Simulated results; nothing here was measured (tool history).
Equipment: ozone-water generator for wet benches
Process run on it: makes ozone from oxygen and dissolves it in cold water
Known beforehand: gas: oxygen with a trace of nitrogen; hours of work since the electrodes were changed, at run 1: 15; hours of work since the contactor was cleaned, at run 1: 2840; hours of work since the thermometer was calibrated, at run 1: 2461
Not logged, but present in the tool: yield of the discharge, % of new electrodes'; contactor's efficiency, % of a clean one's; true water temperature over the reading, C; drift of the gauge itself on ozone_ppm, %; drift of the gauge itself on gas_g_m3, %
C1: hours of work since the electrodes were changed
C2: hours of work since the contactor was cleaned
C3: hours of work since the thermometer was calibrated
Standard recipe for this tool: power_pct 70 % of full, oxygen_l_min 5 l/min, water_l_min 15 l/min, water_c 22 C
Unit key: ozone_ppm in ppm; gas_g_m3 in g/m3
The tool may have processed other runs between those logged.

run 1 day=0 | power_pct=70 oxygen_l_min=5 water_l_min=15 water_c=22 | C1=15 C2=2840 C3=2461 | ozone_ppm=19.4 gas_g_m3=167.2
run 2 day=0.996 | power_pct=70 oxygen_l_min=5 water_l_min=15 water_c=22 | C1=33 C2=2858 C3=2479 | ozone_ppm=19 gas_g_m3=164.1
run 3 day=1.808 | power_pct=70 oxygen_l_min=5 water_l_min=15 water_c=22 | C1=48 C2=2872 C3=2493 | ozone_ppm=19 gas_g_m3=166.3
run 4 day=2.412 | power_pct=70 oxygen_l_min=5 water_l_min=15 water_c=22 | C1=59 C2=2883 C3=2504 | ozone_ppm=19.2 gas_g_m3=165.8
run 5 day=3.475 | power_pct=70 oxygen_l_min=5 water_l_min=15 water_c=22 | C1=78 C2=2903 C3=2524 | ozone_ppm=19 gas_g_m3=164.7
run 6 day=4.083 | power_pct=65 oxygen_l_min=5 water_l_min=15 water_c=22 | C1=89 C2=2914 C3=2535 | ozone_ppm=18.1 gas_g_m3=156.1
run 7 day=5.362 | power_pct=65 oxygen_l_min=5 water_l_min=15 water_c=22 | C1=112 C2=2937 C3=2558 | ozone_ppm=18.1 gas_g_m3=157
run 8 day=6.004 | power_pct=65 oxygen_l_min=5 water_l_min=15 water_c=22 | C1=124 C2=2949 C3=2570 | ozone_ppm=17.9 gas_g_m3=156.4
run 9 day=7.3 | power_pct=65 oxygen_l_min=5 water_l_min=15 water_c=22 | C1=148 C2=2972 C3=2593 | ozone_ppm=17.9 gas_g_m3=156.4
run 10 day=7.946 | power_pct=65 oxygen_l_min=5 water_l_min=15 water_c=22 | C1=159 C2=2984 C3=2605 | ozone_ppm=18.1 gas_g_m3=156.2
run 11 day=8.871 | power_pct=70 oxygen_l_min=7.89 water_l_min=15 water_c=22 | C1=176 C2=3001 C3=2622 | ozone_ppm=19.4 gas_g_m3=142.5
run 12 day=10.267 | power_pct=70 oxygen_l_min=7.89 water_l_min=15 water_c=22 | C1=202 C2=3026 C3=2647 | ozone_ppm=19.4 gas_g_m3=141.9
run 13 day=10.879 | power_pct=70 oxygen_l_min=7.89 water_l_min=15 water_c=22 | C1=213 C2=3037 C3=2658 | ozone_ppm=19.9 gas_g_m3=142
run 14 day=11.467 | power_pct=70 oxygen_l_min=5 water_l_min=15 water_c=22 | C1=223 C2=3048 C3=2669 | ozone_ppm=18.8 gas_g_m3=166.9
run 15 day=12.85 | power_pct=70 oxygen_l_min=2.52 water_l_min=15 water_c=22 | C1=248 C2=3073 C3=2694 | ozone_ppm=16.7 gas_g_m3=211.8
run 16 day=13.842 | power_pct=70 oxygen_l_min=5 water_l_min=15 water_c=22 | C1=266 C2=3091 C3=2712 | ozone_ppm=19 gas_g_m3=166
run 17 day=14.65 | power_pct=70 oxygen_l_min=5 water_l_min=15 water_c=22 | C1=281 C2=3106 C3=2727 | ozone_ppm=18.8 gas_g_m3=165.5
run 18 day=15.875 | power_pct=46 oxygen_l_min=5 water_l_min=15 water_c=22 | C1=303 C2=3128 C3=2749 | ozone_ppm=13.7 gas_g_m3=118.2
run 19 day=17.188 | power_pct=48 oxygen_l_min=5 water_l_min=17 water_c=22 | C1=327 C2=3152 C3=2773 | ozone_ppm=12.8 gas_g_m3=121.3
-- day=17.479 contactor cleaned
run 20 day=18.383 | power_pct=70 oxygen_l_min=6.99 water_l_min=15 water_c=25 | C1=346 C2=16 C3=2792 | ozone_ppm=17.6 gas_g_m3=146.2
run 21 day=19.762 | power_pct=90 oxygen_l_min=6.99 water_l_min=10 water_c=25 | C1=371 C2=42 C3=2817 | ozone_ppm=26.5 gas_g_m3=179.5
run 22 day=21.025 | power_pct=90 oxygen_l_min=6.99 water_l_min=10 water_c=25 | C1=394 C2=64 C3=2840 | ozone_ppm=26.2 gas_g_m3=180.8
run 23 day=21.842 | power_pct=90 oxygen_l_min=6.99 water_l_min=10 water_c=25 | C1=409 C2=79 C3=2855 | ozone_ppm=26.2 gas_g_m3=179.5
run 24 day=23.033 | power_pct=90 oxygen_l_min=6.99 water_l_min=10 water_c=29 | C1=431 C2=101 C3=2876 | ozone_ppm=24.1 gas_g_m3=180.2
run 25 day=24.4 | power_pct=90 oxygen_l_min=6.99 water_l_min=10 water_c=29 | C1=455 C2=126 C3=2901 | ozone_ppm=23.7 gas_g_m3=178.8
-- day=25.554 contactor cleaned, once more
run 26 day=25.958 | power_pct=90 oxygen_l_min=6.99 water_l_min=10 water_c=29 | C1=481 C2=7 C3=2926 | ozone_ppm=25.8 gas_g_m3=177.8
run 27 day=26.708 | power_pct=83 oxygen_l_min=3.77 water_l_min=15 water_c=22 | C1=494 C2=21 C3=2940 | ozone_ppm=21.6 gas_g_m3=207.7
run 28 day=27.371 | power_pct=58 oxygen_l_min=2.52 water_l_min=20 water_c=19 | C1=506 C2=33 C3=2952 | ozone_ppm=12.1 gas_g_m3=178.4
run 29 day=28.392 | power_pct=70 oxygen_l_min=5 water_l_min=15 water_c=18 | C1=525 C2=52 C3=2971 | ozone_ppm=21.2 gas_g_m3=163.2
run 30 day=28.983 | power_pct=71 oxygen_l_min=6.3 water_l_min=12 water_c=18 | C1=536 C2=62 C3=2981 | ozone_ppm=24.4 gas_g_m3=153.6
run 31 day=29.717 | power_pct=70 oxygen_l_min=5.08 water_l_min=12 water_c=17 | C1=549 C2=76 C3=2995 | ozone_ppm=25 gas_g_m3=163.1
run 32 day=30.754 | power_pct=40 oxygen_l_min=8.77 water_l_min=12 water_c=22 | C1=568 C2=95 C3=3014 | ozone_ppm=14.3 gas_g_m3=85

Hidden state or all else? Some run-to-run changes of ozone_ppm, split into what the settings, what came in and random variation would give without the hidden state, and what is left for the hidden state (with any gauge scatter that isn't in both results):
Run 19 -> 20: power_pct 48 -> 70, oxygen_l_min 5 -> 6.99, water_l_min 17 -> 15, water_c 22 -> 25, contactor cleaned. ozone_ppm +4.8 ppm: hidden state -1.2, all else +6.
Run 20 -> 21: power_pct 70 -> 90, water_l_min 15 -> 10. ozone_ppm +8.9 ppm: hidden state -0.7, all else +9.6.
Run 25 -> 26: contactor cleaned, once more. ozone_ppm +2.1 ppm: hidden state +1.8, all else +0.3.
Run 27 -> 28: power_pct 83 -> 58, oxygen_l_min 3.77 -> 2.52, water_l_min 15 -> 20, water_c 22 -> 19. ozone_ppm -9.5 ppm: hidden state +0.3, all else -9.8.
Run 28 -> 29: power_pct 58 -> 70, oxygen_l_min 2.52 -> 5, water_l_min 20 -> 15, water_c 19 -> 18. ozone_ppm +9.1 ppm: hidden state -0.2, all else +9.3.
Run 31 -> 32: power_pct 70 -> 40, oxygen_l_min 5.08 -> 8.77, water_c 17 -> 22. ozone_ppm -10.7 ppm: hidden state +0.4, all else -11.1.
